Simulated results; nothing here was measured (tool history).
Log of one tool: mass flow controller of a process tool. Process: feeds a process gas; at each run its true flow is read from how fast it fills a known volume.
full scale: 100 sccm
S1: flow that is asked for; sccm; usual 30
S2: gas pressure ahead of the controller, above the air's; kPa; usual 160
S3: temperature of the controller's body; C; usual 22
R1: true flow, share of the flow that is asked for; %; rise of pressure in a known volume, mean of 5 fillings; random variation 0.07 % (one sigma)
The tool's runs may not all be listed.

run,hour,S1,S2,S3,R1
1,0,30,160,22,98.06
2,68,30,160,22,98.06
3,162.7,23,160,22,98.08
4,219.5,30,181,22,98.28
5,278.6,20,181,22,98.2
6,361,30,160,22,98.27
7,441.9,30,160,22,98.22
8,498.8,30,266,22,98.61
9,591.8,30,266,22,98.82
10,649.1,30,160,26,98.18
11,709,30,195,22,98.57
12,803.8,30,195,22,98.67
13,849.9,30,187,22,98.55
14,923.6,30,160,31,97.97
15,971.6,40,147,28,98.38
16,1057.8,40,147,28,98.46
17,1148.4,67,172,23,99.5
18,1247.3,30,160,31,98.29
19,1345.3,30,160,31,98.38
20,1437.6,30,158,21,99
21,1500.4,40,267,28,99.01
22,1590.5,34,163,30,98.52
23,1646.6,36,160,22,99.19
24,1724.5,36,160,22,99
25,1786.5,30,194,37,98.36
26,1873.4,30,194,37,98.28
27,1962.1,20,160,24,99.47
28,2062.5,16,152,24,99.83

Forecast each of these 3 alternatives for the next run:
A,2155.6,77,275,23,?
B,2155.6,43,153,33,?
C,2155.6,39,152,22,?

run,R1
A,100.46
B,98.8
C,99.32
Without the tool's hidden state the same runs would have given:
run,R1
A,99.58
B,97.49
C,97.91
